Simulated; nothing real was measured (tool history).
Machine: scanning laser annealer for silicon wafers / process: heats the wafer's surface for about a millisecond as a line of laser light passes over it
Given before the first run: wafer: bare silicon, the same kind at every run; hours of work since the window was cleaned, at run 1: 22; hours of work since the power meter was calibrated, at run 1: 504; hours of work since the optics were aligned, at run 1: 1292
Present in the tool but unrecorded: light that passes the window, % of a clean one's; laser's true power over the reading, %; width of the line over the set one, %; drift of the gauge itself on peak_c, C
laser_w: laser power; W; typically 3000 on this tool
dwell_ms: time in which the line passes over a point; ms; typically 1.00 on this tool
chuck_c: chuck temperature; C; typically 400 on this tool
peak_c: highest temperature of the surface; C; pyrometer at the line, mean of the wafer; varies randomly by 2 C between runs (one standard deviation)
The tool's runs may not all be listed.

run   hour  laser_w  dwell_ms  chuck_c  hours of work since the window was cleaned  hours of work since the power meter was calibrated  hours of work since the optics were aligned  peak_c
  1    0.0     3000      1.00      400                                          22                                                 504                                         1292    1228
  2   30.6     3000      1.00      400                                          36                                                 518                                         1306    1229
  3   44.5     3000      1.00      400                                          42                                                 525                                         1313    1229
  4   70.5     2628      1.00      400                                          54                                                 536                                         1324    1093
  5   90.8     2628      1.00      400                                          63                                                 546                                         1334    1097
  6  118.0     2628      1.00      400                                          76                                                 558                                         1346    1089
  7  133.7     2628      1.00      400                                          83                                                 565                                         1353    1093
  8  164.3     2628      1.00      400                                          97                                                 579                                         1367    1095
  9  194.5     2628      1.00      400                                         110                                                 593                                         1381    1089
 10  212.3     2628      1.00      400                                         118                                                 601                                         1389    1092
 11  239.6     2628      1.00      400                                         131                                                 613                                         1401    1089
 12  262.5     2628      1.00      400                                         141                                                 624                                         1412    1085
 13  291.5     2628      1.00      400                                         154                                                 637                                         1425    1085
 14  305.4     3183      1.00      400                                         161                                                 643                                         1431    1286
 15  321.0     2640      1.00      400                                         168                                                 650                                         1438    1092
 16  338.1     3000      0.86      400                                         176                                                 658                                         1446    1158
 17  354.3     3000      1.00      400                                         183                                                 665                                         1453    1218
 18  367.9     3000      1.00      400                                         189                                                 672                                         1459    1216
 19  394.4     3070      1.00      400                                         201                                                 684                                         1472    1243
 20  408.4     3000      1.00      440                                         208                                                 690                                         1478    1258
 21  429.6     3000      1.00      440                                         217                                                 700                                         1488    1256
 22  444.5     3000      1.00      440                                         224                                                 706                                         1494    1257
     451.8  -- optics aligned, line set to its width
 23  462.6     3000      0.76      400                                         230                                                 712                                            5    1101
 24  485.8     3000      0.94      418                                         240                                                 723                                           15    1194
 25  510.6     3241      0.94      381                                         252                                                 734                                           27    1240
 26  536.2     3241      0.94      381                                         263                                                 746                                           38    1237
     547.3  -- optics aligned, line set to its width, once more
 27  566.3     3136      1.14      403                                         275                                                 757                                            9    1348
 28  594.0     3000      0.95      400                                         287                                                 770                                           21    1211
 29  616.7     3000      0.75      400                                         298                                                 780                                           32    1121

For run 30, what comes out?
 30  645.4     3291      0.93      376                                         311                                                 793                                           45       ?

Run 30 gave peak_c 1282 C.
With the hidden condition absent and the run-to-run variation left alone, this run would have shown peak_c 1299 C.
